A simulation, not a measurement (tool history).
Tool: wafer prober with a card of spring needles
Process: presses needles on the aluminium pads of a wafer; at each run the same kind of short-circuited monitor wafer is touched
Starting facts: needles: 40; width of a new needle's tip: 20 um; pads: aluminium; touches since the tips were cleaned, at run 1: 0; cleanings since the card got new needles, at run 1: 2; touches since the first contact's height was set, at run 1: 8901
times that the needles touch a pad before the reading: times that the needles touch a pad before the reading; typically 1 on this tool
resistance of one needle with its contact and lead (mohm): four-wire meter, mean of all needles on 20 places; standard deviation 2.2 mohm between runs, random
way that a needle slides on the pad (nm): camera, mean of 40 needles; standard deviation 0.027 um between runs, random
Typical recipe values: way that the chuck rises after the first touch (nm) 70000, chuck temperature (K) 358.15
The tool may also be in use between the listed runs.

run     day  way that the chuck rises after the first touch (nm)  chuck temperature (K)  times that the needles touch a pad before the reading  touches since the tips were cleaned  cleanings since the card got new needles  touches since the first contact's height was set  resistance of one needle with its contact and lead (mohm)  way that a needle slides on the pad (nm)
  1       0                                                70000                 358.15                                                      1                                    0                                         2                                              8901                                                        249                                     17170
  2   0.262                                                70000                 358.15                                                      1                                 2296                                         2                                             11197                                                        251                                     17110
      0.462  -- tips cleaned on abrasive film
  3   0.462                                                70000                 358.15                                                      1                                   13                                         3                                             12936                                                        250                                     17160
      0.925  -- tips cleaned on abrasive film
  4   0.929                                                70000                 358.15                                                      1                                   41                                         4                                             16993                                                        253                                     17160
  5    1.15                                                70000                 358.15                                                      1                                 1984                                         4                                             18936                                                        247                                     17050
      1.383  -- tips cleaned on abrasive film
  6   1.538                                                70000                 358.15                                                      1                                 1362                                         5                                             22294                                                        249                                     17110
  7   1.829                                                70000                 358.15                                                      1                                 3905                                         5                                             24837                                                        249                                     17140
      1.858  -- tips cleaned on abrasive film
  8   2.283                                                70000                 312.15                                                      1                                 3711                                         6                                             28775                                                        242                                     17080
      2.329  -- tips cleaned on abrasive film
  9   2.708                                                70000                 358.15                                                      1                                 3319                                         7                                             32470                                                        255                                     17030
      2.796  -- tips cleaned on abrasive film
 10   3.133                                                70000                 358.15                                                      1                                 2944                                         8                                             36164                                                        252                                     17030
      3.288  -- tips cleaned on abrasive film
 11   3.404                                                70000                 358.15                                                      1                                 1006                                         9                                             38506                                                        249                                     16970
      3.754  -- tips cleaned on abrasive film
 12   3.762                                                70000                 358.15                                                      3                                   82                                        10                                             41614                                                        250                                     16970
 13   3.958                                                70000                 358.15                                                      3                                 1791                                        10                                             43323                                                        253                                     17010
      4.217  -- tips cleaned on abrasive film
 14   4.217                                                70000                 358.15                                                      3                                    0                                        11                                             45562                                                        252                                     16960
 15   4.429                                                70000                 358.15                                                      3                                 1879                                        11                                             47441                                                        251                                     16980
      4.708  -- tips cleaned on abrasive film
 16   4.838                                                70000                 358.15                                                      3                                 1149                                        12                                             50981                                                        250                                     16920
 17   5.117                                                88000                 358.15                                                      1                                 3588                                        12                                             53420                                                        255                                     21290
      5.196  -- tips cleaned on abrasive film
 18   5.533                                                88000                 300.15                                                      1                                 2972                                        13                                             57067                                                        232                                     21210
      5.658  -- tips cleaned on abrasive film
 19   5.975                                                88000                 300.15                                                      1                                 2769                                        14                                             60877                                                        235                                     21250
      6.129  -- tips cleaned on abrasive film
 20   6.225                                                66000                 358.15                                                      1                                  851                                        15                                             63050                                                        253                                     15930
 21   6.529                                                66000                 346.15                                                      1                                 3520                                        15                                             65719                                                        252                                     15920
      6.604  -- tips cleaned on abrasive film
 22   6.842                                                70000                 339.15                                                      1                                 2100                                        16                                             68421                                                        247                                     16820
      7.083  -- tips cleaned on abrasive film
 23   7.146                                                70000                 358.15                                                      2                                  548                                        17                                             71052                                                        249                                     16860
      7.225  -- gauge calibrated
 24   7.517                                                70000                 358.15                                                      1                                 3798                                        17                                             74302                                                        252                                     17160
      7.554  -- tips cleaned on abrasive film
 25   7.908                                                70000                 356.15                                                      3                                 3104                                        18                                             77702                                                        250                                     17070
      8.038  -- tips cleaned on abrasive film
 26   8.383                                                86000                 347.15                                                      1                                 3037                                        19                                             81853                                                        248                                     21060
        8.5  -- tips cleaned on abrasive film
 27   8.771                                                55000                 314.15                                                      1                                 2368                                        20                                             85190                                                        243                                     13440
      8.988  -- tips cleaned on abrasive film
 28   9.179                                                70000                 316.15                                                      1                                 1695                                        21                                             88758                                                        242                                     17060
      9.442  -- tips cleaned on abrasive film
 29   9.529                                                63000                 318.15                                                      1                                  777                                        22                                             91799                                                        246                                     15350
 30   9.858                                                51000                 332.15                                                      2                                 3661                                        22                                             94683                                                        252                                     12410
      9.921  -- tips cleaned on abrasive film
 31  10.062                                                51000                 332.15                                                      2                                 1244                                        23                                             96442                                                        247                                     12410
 32  10.279                                                70000                 332.15                                                      3                                 3135                                        23                                             98333                                                        246                                     17070
     10.379  -- tips cleaned on abrasive film
 33  10.517                                                88000                 321.15                                                      2                                 1211                                        24                                            100385                                                        239                                     21390
     10.846  -- tips cleaned on abrasive film
 34  10.862                                                70000                 358.15                                                      1                                  131                                        25                                            103364                                                        253                                     16970

Results per run with the tool's hidden condition removed, run-to-run variation unchanged:
Unlogged tool condition in this case: debris on the tips, nm; way that the needles fall short of the set height, um; tips' diameter, um; drift of the gauge itself on contact_mohm, %; drift of the gauge itself on scrub_um, %.
run  way that a needle slides on the pad (nm)
  1                                     17170
  2                                     17120
  3                                     17180
  4                                     17200
  5                                     17100
  6                                     17180
  7                                     17220
  8                                     17170
  9                                     17150
 10                                     17160
 11                                     17120
 12                                     17130
 13                                     17180
 14                                     17140
 15                                     17170
 16                                     17130
 17                                     21560
 18                                     21510
 19                                     21580
 20                                     16180
 21                                     16180
 22                                     17120
 23                                     17170
 24                                     17180
 25                                     17100
 26                                     21120
 27                                     13490
 28                                     17150
 29                                     15440
 30                                     12500
 31                                     12500
 32                                     17200
 33                                     21570
 34                                     17130
resistance of one needle with its contact and lead (mohm) without the hidden state stays within 2 of what was measured, in all runs.
